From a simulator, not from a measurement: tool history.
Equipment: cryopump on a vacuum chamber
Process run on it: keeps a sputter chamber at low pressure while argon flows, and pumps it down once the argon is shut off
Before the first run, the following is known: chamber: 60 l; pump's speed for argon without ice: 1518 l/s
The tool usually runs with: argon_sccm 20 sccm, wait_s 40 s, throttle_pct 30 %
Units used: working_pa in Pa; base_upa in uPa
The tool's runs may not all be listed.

| run | hour | argon_sccm | wait_s | throttle_pct | working_pa | base_upa |
|---|---|---|---|---|---|---|
| 1 | 0 | 20 | 40 | 30 | 0.0742 | 3.07 |
| 2 | 22.8 | 20 | 40 | 30 | 0.0752 | 3.23 |
| 3 | 38.4 | 20 | 40 | 30 | 0.0755 | 3.19 |
| 4 | 59.4 | 20 | 40 | 30 | 0.0755 | 3.26 |
| 5 | 84 | 20 | 40 | 30 | 0.0767 | 3.32 |
| 6 | 107.4 | 20 | 40 | 36 | 0.064 | 3.37 |
| 7 | 131.5 | 20 | 40 | 30 | 0.0771 | 3.38 |
| 8 | 149.7 | 20 | 40 | 30 | 0.0763 | 3.56 |
| 9 | 161 | 20 | 40 | 30 | 0.0768 | 3.43 |
|  | 166.4 | leaking fittings of the chamber tightened, without venting |
| 10 | 175.6 | 20 | 40 | 30 | 0.0775 | 1.15 |
| 11 | 199.9 | 20 | 40 | 30 | 0.0771 | 1.19 |
| 12 | 210.4 | 20 | 40 | 30 | 0.0773 | 1.2 |
| 13 | 231.8 | 20 | 40 | 16 | 0.1427 | 1.24 |
| 14 | 251.8 | 8 | 40 | 30 | 0.0316 | 1.29 |
| 15 | 270.4 | 20 | 40 | 30 | 0.0775 | 1.29 |
| 16 | 288.4 | 20 | 40 | 30 | 0.0777 | 1.28 |
| 17 | 306.3 | 18 | 40 | 30 | 0.0701 | 1.41 |
| 18 | 317.2 | 32 | 60 | 33 | 0.1151 | 1.13 |
| 19 | 332.5 | 32 | 60 | 33 | 0.1141 | 1.13 |
| 20 | 347.4 | 22 | 120 | 50 | 0.0539 | 0.87 |
| 21 | 361.7 | 22 | 43 | 50 | 0.0539 | 1.37 |
| 22 | 379.4 | 22 | 43 | 50 | 0.0543 | 1.47 |
| 23 | 392.5 | 22 | 43 | 50 | 0.0539 | 1.47 |
| 24 | 404.7 | 26 | 295 | 30 | 0.1024 | 0.82 |
| 25 | 421.3 | 26 | 295 | 30 | 0.1037 | 0.86 |
| 26 | 441.9 | 26 | 295 | 30 | 0.103 | 0.94 |
| 27 | 457.1 | 26 | 295 | 30 | 0.1035 | 0.89 |
| 28 | 480.5 | 26 | 32 | 24 | 0.128 | 1.95 |
| 29 | 492.4 | 30 | 40 | 57 | 0.0673 | 1.73 |
| 30 | 514.1 | 9 | 40 | 30 | 0.0359 | 1.84 |
| 31 | 534.3 | 32 | 22 | 30 | 0.1291 | 2.55 |
| 32 | 557.4 | 34 | 22 | 30 | 0.1393 | 2.68 |
| 33 | 569.6 | 22 | 55 | 30 | 0.0886 | 1.69 |

Forecast each of these 5 alternatives for the next run:
| A | 594.5 | 22 | 287 | 26 | ? | ? |
| B | 594.5 | 38 | 74 | 35 | ? | ? |
| C | 594.5 | 36 | 55 | 30 | ? | ? |
| D | 594.5 | 17 | 33 | 17 | ? | ? |
| E | 594.5 | 17 | 260 | 30 | ? | ? |

| run | working_pa | base_upa |
|---|---|---|
| A | 0.1014 | 1.25 |
| B | 0.1344 | 1.63 |
| C | 0.1457 | 1.85 |
| D | 0.1171 | 2.14 |
| E | 0.0701 | 1.23 |
Take away the tool's hidden state, keep each run's random variation, and the runs would have read:
| run | working_pa | base_upa |
|---|---|---|
| A | 0.0934 | 0.33 |
| B | 0.1205 | 0.68 |
| C | 0.1325 | 0.88 |
| D | 0.1109 | 1.2 |
| E | 0.0638 | 0.32 |
